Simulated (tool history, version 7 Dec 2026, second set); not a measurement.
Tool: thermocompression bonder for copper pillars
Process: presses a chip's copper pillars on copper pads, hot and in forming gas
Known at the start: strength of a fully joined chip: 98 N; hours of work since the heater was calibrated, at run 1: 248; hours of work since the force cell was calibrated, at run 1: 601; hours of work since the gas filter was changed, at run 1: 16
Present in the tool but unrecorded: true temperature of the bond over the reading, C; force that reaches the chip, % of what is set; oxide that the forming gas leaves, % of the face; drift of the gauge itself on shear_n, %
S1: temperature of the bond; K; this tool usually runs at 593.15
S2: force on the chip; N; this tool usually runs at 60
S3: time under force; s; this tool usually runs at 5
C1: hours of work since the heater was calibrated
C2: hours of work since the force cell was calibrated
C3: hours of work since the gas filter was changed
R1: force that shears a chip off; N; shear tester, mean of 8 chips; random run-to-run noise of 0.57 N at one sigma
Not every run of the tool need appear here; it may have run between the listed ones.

run	hour	S1	S2	S3	C1	C2	C3	R1
1	0	593.15	60	5	248	601	16	61.7
2	30.9	593.15	60	5	266	619	35	59.8
3	72.7	593.15	60	5	291	644	59	60.6
4	116.2	593.15	60	5	316	670	85	60.8
5	168.6	593.15	60	5	347	701	116	60
6	194.8	593.15	60	5	363	716	131	60.2
7	223.4	593.15	60	5	380	733	148	61.6
8	249.1	593.15	60	5	395	748	163	61.8
9	278.8	593.15	60	5	412	766	181	60.7
10	303.5	605.15	60	5	427	780	195	66.1
11	358.6	605.15	60	5	459	813	228	66.3
12	412.2	605.15	60	5	491	844	259	65.5
13	442	605.15	60	5	508	862	277	65.7
14	501.3	605.15	36	5	543	897	312	41.8
# hour 538: heater calibrated with a thermocouple chip
15	551.8	605.15	36	5	8	926	341	42.5
16	596.1	593.15	60	5	34	952	367	60.4
17	643.1	593.15	60	5	62	979	394	61.5
# hour 651.8: forming gas filter changed
18	668.4	593.15	60	5	77	994	10	60.4
19	715.9	593.15	60	5	105	1022	38	60.8
20	773.5	593.15	60	5	139	1056	72	62.7
21	832.2	578.15	76	9	173	1091	106	75.4
22	857.2	564.15	40	5	188	1105	121	30.2
23	908.7	613.15	75	9	218	1136	151	87.7
24	954.6	613.15	75	9	245	1163	179	87.3
25	998.3	605.15	60	5	271	1188	204	65.7
26	1024.4	611.15	64	11	287	1204	220	83.1
27	1070.7	579.15	42	5	314	1231	247	38.1
28	1116	579.15	42	5	341	1258	274	38.5
29	1169.2	593.15	36	5	372	1289	305	36.2
30	1193.7	593.15	64	15	386	1304	320	82.5
31	1244.1	593.15	44	3	416	1333	349	37.8
32	1303.7	593.15	44	3	451	1369	384	37.8
# hour 1330.5: forming gas filter changed
33	1348.2	574.15	42	5	477	1395	10	35.9
34	1399.7	610.15	60	15	508	1425	41	86
35	1447	610.15	60	15	535	1453	69	86.2
# hour 1499.5: heater calibrated with a thermocouple chip
36	1501.9	610.15	60	15	1	1484	100	85.3
37	1541.3	610.15	60	15	25	1507	123	86.6
38	1568.5	606.15	60	4	41	1523	139	63.7
39	1622.2	568.15	57	6	72	1555	171	49
40	1661.2	568.15	57	6	95	1578	194	50

Branching from run 40: 3 alternative next runs. What would each branch give?
A	1714.7	575.15	57	5	127	1609	225	?
B	1714.7	593.15	54	7	127	1609	225	?
C	1714.7	568.15	66	6	127	1609	225	?

run	R1
A	49
B	62.9
C	56.9
Had the tool no hidden state, the same runs would have come out as:
run	R1
A	49.1
B	63.1
C	57.1
